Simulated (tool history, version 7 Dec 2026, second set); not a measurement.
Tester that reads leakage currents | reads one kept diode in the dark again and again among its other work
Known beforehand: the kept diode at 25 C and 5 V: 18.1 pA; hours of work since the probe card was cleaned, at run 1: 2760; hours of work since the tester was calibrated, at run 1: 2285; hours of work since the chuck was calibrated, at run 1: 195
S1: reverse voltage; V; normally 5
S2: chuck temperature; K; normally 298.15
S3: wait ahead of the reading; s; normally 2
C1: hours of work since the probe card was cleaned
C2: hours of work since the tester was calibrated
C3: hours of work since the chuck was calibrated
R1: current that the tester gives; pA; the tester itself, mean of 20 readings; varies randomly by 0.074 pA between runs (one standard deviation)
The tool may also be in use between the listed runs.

run,hour,S1,S2,S3,C1,C2,C3,R1
1,0,5,298.15,2,2760,2285,195,23.97
2,99.2,5,298.15,2,2811,2336,246,24.18
3,158.6,5,298.15,2,2841,2366,277,24.12
4,238.7,5,298.15,1.36,2882,2407,318,24.13
5,334.3,11.95,298.15,2,2932,2457,367,43.68
6,430.7,11.95,312.15,2,2981,2506,417,102.05
7,556.6,5,298.15,2,3046,2571,481,23.94
8,651.5,5,298.15,2,3095,2620,530,24
9,750.5,5,298.15,2,3146,2671,581,24.19
10,847.8,5,298.15,2,3196,2721,631,23.98
11,920.6,5,298.15,2,3233,2758,669,24.14
12,1053,5,298.15,2,3301,2826,737,24.08
13,1139.7,5,298.15,2,3346,2871,781,24.19
# hour 1265.9: chuck's temperature calibrated
14,1285.1,5,298.15,2,3420,2945,10,22.83
15,1406.3,5,298.15,2,3482,3007,72,22.9
16,1519.7,5,298.15,2,3540,3065,131,22.82
17,1614.8,5,298.15,2,3589,3114,180,22.9
# hour 1655: probe card cleaned and baked
18,1677.6,3.14,298.15,2,12,3145,210,11.34
19,1822.3,3.14,316.15,2,86,3220,285,50.45
# hour 1902.2: chuck's temperature calibrated, once more
20,1907.3,5,298.15,2,129,3262,3,18.26
21,2008.6,8.88,317.15,2,181,3314,55,114.26
22,2077.6,5.9,298.15,2,216,3350,90,19.93
23,2154.2,5.9,298.15,2,256,3389,130,19.89
24,2284.1,5,298.15,2.4,323,3456,196,18.17
25,2406.8,1.94,325.15,0.84,386,3519,260,94.08
26,2470.3,1.27,327.15,0.31,418,3552,292,86.88
27,2562.3,1.27,327.15,0.31,466,3599,340,86.73
28,2673.9,5.43,298.15,0.3,523,3657,397,19.95
29,2748.8,5.43,298.15,3.71,562,3695,436,18.95
30,2819.6,5.79,298.15,0.37,598,3732,472,20.54
31,2964.1,1.65,297.15,0.37,672,3806,546,9.3

Forecast run 32:
32,3040.6,3.62,298.15,5.21,712,3845,586,?

R1: 15.12 pA
The same run, on a tool lacking any hidden state, would have yielded R1 15.37 pA.
